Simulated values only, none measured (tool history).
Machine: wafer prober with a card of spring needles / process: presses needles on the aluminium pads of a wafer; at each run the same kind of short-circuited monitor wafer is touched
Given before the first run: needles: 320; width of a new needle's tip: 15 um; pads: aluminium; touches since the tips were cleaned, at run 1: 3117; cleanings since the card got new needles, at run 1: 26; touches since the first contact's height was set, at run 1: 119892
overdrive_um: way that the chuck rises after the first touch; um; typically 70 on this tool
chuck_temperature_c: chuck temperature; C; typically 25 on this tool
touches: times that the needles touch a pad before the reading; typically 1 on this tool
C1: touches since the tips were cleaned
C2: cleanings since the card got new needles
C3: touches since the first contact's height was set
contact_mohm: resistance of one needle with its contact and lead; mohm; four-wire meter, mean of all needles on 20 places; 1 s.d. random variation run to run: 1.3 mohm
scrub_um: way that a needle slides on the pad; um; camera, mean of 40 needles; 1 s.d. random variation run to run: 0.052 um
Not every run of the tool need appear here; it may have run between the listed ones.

run 1 hour=0 | overdrive_um=70 chuck_temperature_c=25 touches=1 | C1=3117 C2=26 C3=119892 | contact_mohm=145 scrub_um=12.6
-- hour=1.4 tips cleaned on abrasive film
run 2 hour=6.6 | overdrive_um=70 chuck_temperature_c=25 touches=1 | C1=3377 C2=27 C3=124096 | contact_mohm=164 scrub_um=12.63
-- hour=7.5 tips cleaned on abrasive film
-- hour=14.1 tips cleaned on abrasive film
run 3 hour=14.1 | overdrive_um=70 chuck_temperature_c=25 touches=1 | C1=0 C2=29 C3=128792 | contact_mohm=117 scrub_um=12.58
-- hour=20.6 tips cleaned on abrasive film
run 4 hour=21.6 | overdrive_um=70 chuck_temperature_c=25 touches=1 | C1=648 C2=30 C3=133627 | contact_mohm=120 scrub_um=12.53
run 5 hour=25.9 | overdrive_um=70 chuck_temperature_c=25 touches=1 | C1=3403 C2=30 C3=136382 | contact_mohm=146 scrub_um=12.42
-- hour=27 tips cleaned on abrasive film
run 6 hour=31.1 | overdrive_um=70 chuck_temperature_c=25 touches=1 | C1=2630 C2=31 C3=139666 | contact_mohm=142 scrub_um=12.5
-- hour=33.7 tips cleaned on abrasive film
run 7 hour=37.9 | overdrive_um=70 chuck_temperature_c=25 touches=1 | C1=2659 C2=32 C3=143998 | contact_mohm=142 scrub_um=12.46
-- hour=40.6 tips cleaned on abrasive film
run 8 hour=42.9 | overdrive_um=70 chuck_temperature_c=25 touches=1 | C1=1499 C2=33 C3=147181 | contact_mohm=133 scrub_um=12.47
-- hour=45.8 tips cleaned on abrasive film, once more
run 9 hour=49.7 | overdrive_um=70 chuck_temperature_c=25 touches=1 | C1=2486 C2=34 C3=151521 | contact_mohm=141 scrub_um=12.55
-- hour=52.5 tips cleaned on abrasive film
run 10 hour=55.5 | overdrive_um=74 chuck_temperature_c=25 touches=1 | C1=1926 C2=35 C3=155228 | contact_mohm=137 scrub_um=13.14
-- hour=58.9 tips cleaned on abrasive film
run 11 hour=63.6 | overdrive_um=70 chuck_temperature_c=25 touches=1 | C1=3051 C2=36 C3=160412 | contact_mohm=147 scrub_um=12.46
-- hour=65.7 tips cleaned on abrasive film
run 12 hour=68.2 | overdrive_um=70 chuck_temperature_c=62 touches=1 | C1=1654 C2=37 C3=163331 | contact_mohm=139 scrub_um=12.44
-- hour=70.6 height of the first contact set anew
-- hour=72.3 tips cleaned on abrasive film
run 13 hour=73 | overdrive_um=70 chuck_temperature_c=65 touches=1 | C1=421 C2=38 C3=1489 | contact_mohm=122 scrub_um=12.83
run 14 hour=77.4 | overdrive_um=88 chuck_temperature_c=25 touches=1 | C1=3258 C2=38 C3=4326 | contact_mohm=132 scrub_um=16.23
-- hour=78.5 tips cleaned on abrasive film
run 15 hour=82.1 | overdrive_um=67 chuck_temperature_c=30 touches=1 | C1=2295 C2=39 C3=7308 | contact_mohm=141 scrub_um=12.37
-- hour=85 tips cleaned on abrasive film
run 16 hour=88 | overdrive_um=72 chuck_temperature_c=25 touches=1 | C1=1920 C2=40 C3=11086 | contact_mohm=132 scrub_um=13.17
-- hour=91.2 tips cleaned on abrasive film
run 17 hour=93.1 | overdrive_um=72 chuck_temperature_c=77 touches=1 | C1=1195 C2=41 C3=14307 | contact_mohm=133 scrub_um=13.19
-- hour=97.4 tips cleaned on abrasive film
run 18 hour=97.7 | overdrive_um=83 chuck_temperature_c=82 touches=3 | C1=199 C2=42 C3=17241 | contact_mohm=122 scrub_um=15.29
-- hour=103.8 tips cleaned on abrasive film
run 19 hour=103.8 | overdrive_um=79 chuck_temperature_c=41 touches=2 | C1=0 C2=43 C3=21111 | contact_mohm=114 scrub_um=14.55
run 20 hour=107.6 | overdrive_um=70 chuck_temperature_c=41 touches=2 | C1=2460 C2=43 C3=23571 | contact_mohm=129 scrub_um=12.76
-- hour=110.5 tips cleaned on abrasive film
run 21 hour=113.2 | overdrive_um=70 chuck_temperature_c=25 touches=2 | C1=1767 C2=44 C3=27116 | contact_mohm=127 scrub_um=12.84
-- hour=117.1 tips cleaned on abrasive film
run 22 hour=119.8 | overdrive_um=70 chuck_temperature_c=25 touches=2 | C1=1734 C2=45 C3=31337 | contact_mohm=126 scrub_um=12.86
-- hour=123.9 tips cleaned on abrasive film
run 23 hour=125.4 | overdrive_um=70 chuck_temperature_c=25 touches=2 | C1=1012 C2=46 C3=34914 | contact_mohm=122 scrub_um=12.87

Each row is a separate what-if for the run after 23, all from the same tool condition, not one after another. Results?
-- hour=130.5 tips cleaned on abrasive film
run A hour=133.5 | overdrive_um=89 chuck_temperature_c=25 touches=2 | C1=1954 C2=47 C3=40059 | contact_mohm=? scrub_um=?
-- hour=130.5 tips cleaned on abrasive film
run B hour=133.5 | overdrive_um=70 chuck_temperature_c=39 touches=2 | C1=1954 C2=47 C3=40059 | contact_mohm=? scrub_um=?
-- hour=130.5 tips cleaned on abrasive film
run C hour=133.5 | overdrive_um=82 chuck_temperature_c=34 touches=1 | C1=1954 C2=47 C3=40059 | contact_mohm=? scrub_um=?
-- hour=130.5 tips cleaned on abrasive film
run D hour=133.5 | overdrive_um=54 chuck_temperature_c=37 touches=2 | C1=1954 C2=47 C3=40059 | contact_mohm=? scrub_um=?
-- hour=130.5 tips cleaned on abrasive film
run E hour=133.5 | overdrive_um=70 chuck_temperature_c=52 touches=3 | C1=1954 C2=47 C3=40059 | contact_mohm=? scrub_um=?

run=A contact_mohm=120 scrub_um=16.3
run=B contact_mohm=131 scrub_um=12.79
run=C contact_mohm=133 scrub_um=14.95
run=D contact_mohm=138 scrub_um=9.86
run=E contact_mohm=126 scrub_um=12.73
Take away the tool's hidden state, keep each run's random variation, and the runs would have read:
run=A contact_mohm=110 scrub_um=16.41
run=B contact_mohm=116 scrub_um=12.89
run=C contact_mohm=114 scrub_um=15.05
run=D contact_mohm=115 scrub_um=9.96
run=E contact_mohm=117 scrub_um=12.83

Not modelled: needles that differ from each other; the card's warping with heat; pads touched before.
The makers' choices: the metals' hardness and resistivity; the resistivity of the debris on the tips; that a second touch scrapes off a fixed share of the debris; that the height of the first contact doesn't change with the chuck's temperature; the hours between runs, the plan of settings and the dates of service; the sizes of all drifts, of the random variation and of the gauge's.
